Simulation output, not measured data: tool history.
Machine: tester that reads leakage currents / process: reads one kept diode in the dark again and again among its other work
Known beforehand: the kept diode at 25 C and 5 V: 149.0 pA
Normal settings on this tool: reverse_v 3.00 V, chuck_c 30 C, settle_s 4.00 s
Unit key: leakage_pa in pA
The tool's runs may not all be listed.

run 1 hour=0.0 | reverse_v=3.00 chuck_c=30 settle_s=4.00 | leakage_pa=165.93
run 2 hour=154.0 | reverse_v=3.00 chuck_c=47 settle_s=4.00 | leakage_pa=554.67
run 3 hour=267.0 | reverse_v=3.00 chuck_c=47 settle_s=4.00 | leakage_pa=553.38
run 4 hour=418.6 | reverse_v=3.00 chuck_c=53 settle_s=4.00 | leakage_pa=823.79
run 5 hour=522.5 | reverse_v=3.00 chuck_c=30 settle_s=4.00 | leakage_pa=162.70
run 6 hour=601.1 | reverse_v=3.00 chuck_c=30 settle_s=4.00 | leakage_pa=162.57
-- hour=616.7 tester calibrated
run 7 hour=782.0 | reverse_v=3.00 chuck_c=30 settle_s=4.00 | leakage_pa=165.61
run 8 hour=924.2 | reverse_v=3.00 chuck_c=30 settle_s=4.00 | leakage_pa=164.48
run 9 hour=1014.1 | reverse_v=3.00 chuck_c=30 settle_s=0.31 | leakage_pa=168.76
-- hour=1085.4 probe card cleaned and baked
run 10 hour=1092.7 | reverse_v=3.00 chuck_c=30 settle_s=0.31 | leakage_pa=160.58
run 11 hour=1222.4 | reverse_v=3.00 chuck_c=30 settle_s=4.00 | leakage_pa=157.31
-- hour=1340.0 chuck's temperature calibrated
run 12 hour=1350.5 | reverse_v=3.00 chuck_c=30 settle_s=4.00 | leakage_pa=167.75
run 13 hour=1491.7 | reverse_v=3.00 chuck_c=30 settle_s=4.00 | leakage_pa=166.88
run 14 hour=1628.6 | reverse_v=3.00 chuck_c=30 settle_s=4.00 | leakage_pa=166.47
run 15 hour=1715.6 | reverse_v=3.00 chuck_c=30 settle_s=4.00 | leakage_pa=165.77
run 16 hour=1790.6 | reverse_v=3.00 chuck_c=30 settle_s=4.00 | leakage_pa=164.61
run 17 hour=1905.9 | reverse_v=3.00 chuck_c=21 settle_s=4.00 | leakage_pa=81.43
run 18 hour=2021.5 | reverse_v=3.00 chuck_c=30 settle_s=4.00 | leakage_pa=164.05
run 19 hour=2130.8 | reverse_v=3.00 chuck_c=38 settle_s=4.00 | leakage_pa=296.83
run 20 hour=2270.3 | reverse_v=3.00 chuck_c=38 settle_s=4.00 | leakage_pa=294.13
run 21 hour=2363.1 | reverse_v=2.44 chuck_c=30 settle_s=4.00 | leakage_pa=145.33
run 22 hour=2496.5 | reverse_v=3.00 chuck_c=31 settle_s=1.19 | leakage_pa=174.95
run 23 hour=2660.1 | reverse_v=3.00 chuck_c=31 settle_s=1.19 | leakage_pa=173.11
run 24 hour=2786.6 | reverse_v=2.10 chuck_c=37 settle_s=1.19 | leakage_pa=223.64
run 25 hour=2927.2 | reverse_v=2.10 chuck_c=47 settle_s=0.50 | leakage_pa=448.56
run 26 hour=3049.0 | reverse_v=1.41 chuck_c=43 settle_s=4.00 | leakage_pa=276.13
-- hour=3071.7 chuck's temperature calibrated
run 27 hour=3225.9 | reverse_v=14.16 chuck_c=55 settle_s=3.85 | leakage_pa=2191.74
run 28 hour=3335.1 | reverse_v=19.05 chuck_c=30 settle_s=1.46 | leakage_pa=458.94
run 29 hour=3414.3 | reverse_v=9.11 chuck_c=49 settle_s=2.79 | leakage_pa=1160.98
run 30 hour=3567.4 | reverse_v=17.69 chuck_c=30 settle_s=3.16 | leakage_pa=436.22
run 31 hour=3677.2 | reverse_v=1.41 chuck_c=44 settle_s=0.53 | leakage_pa=311.09
run 32 hour=3807.9 | reverse_v=3.00 chuck_c=50 settle_s=0.82 | leakage_pa=686.36
run 33 hour=3881.4 | reverse_v=3.00 chuck_c=50 settle_s=0.82 | leakage_pa=686.08
run 34 hour=3988.3 | reverse_v=3.00 chuck_c=50 settle_s=0.82 | leakage_pa=678.91
run 35 hour=4166.0 | reverse_v=3.00 chuck_c=28 settle_s=7.11 | leakage_pa=141.44
run 36 hour=4325.7 | reverse_v=3.00 chuck_c=28 settle_s=7.11 | leakage_pa=140.65
run 37 hour=4433.4 | reverse_v=3.00 chuck_c=28 settle_s=7.25 | leakage_pa=140.38
-- hour=4518.4 probe card cleaned and baked
run 38 hour=4567.7 | reverse_v=3.00 chuck_c=28 settle_s=7.25 | leakage_pa=133.27
run 39 hour=4681.0 | reverse_v=2.63 chuck_c=39 settle_s=6.26 | leakage_pa=284.59

4 ways to go on from here, each from the tool as it stands after run 39. What would each give?
run A hour=4776.4 | reverse_v=1.90 chuck_c=56 settle_s=0.30 | leakage_pa=?
run B hour=4776.4 | reverse_v=3.00 chuck_c=30 settle_s=3.41 | leakage_pa=?
run C hour=4776.4 | reverse_v=10.19 chuck_c=56 settle_s=3.16 | leakage_pa=?
run D hour=4776.4 | reverse_v=3.67 chuck_c=56 settle_s=6.26 | leakage_pa=?

run=A leakage_pa=772.28
run=B leakage_pa=154.29
run=C leakage_pa=1828.72
run=D leakage_pa=1082.55
The same runs, with their run-to-run variation unchanged, on a tool lacking any hidden condition would have given:
run=A leakage_pa=841.20
run=B leakage_pa=169.48
run=C leakage_pa=1991.20
run=D leakage_pa=1179.18
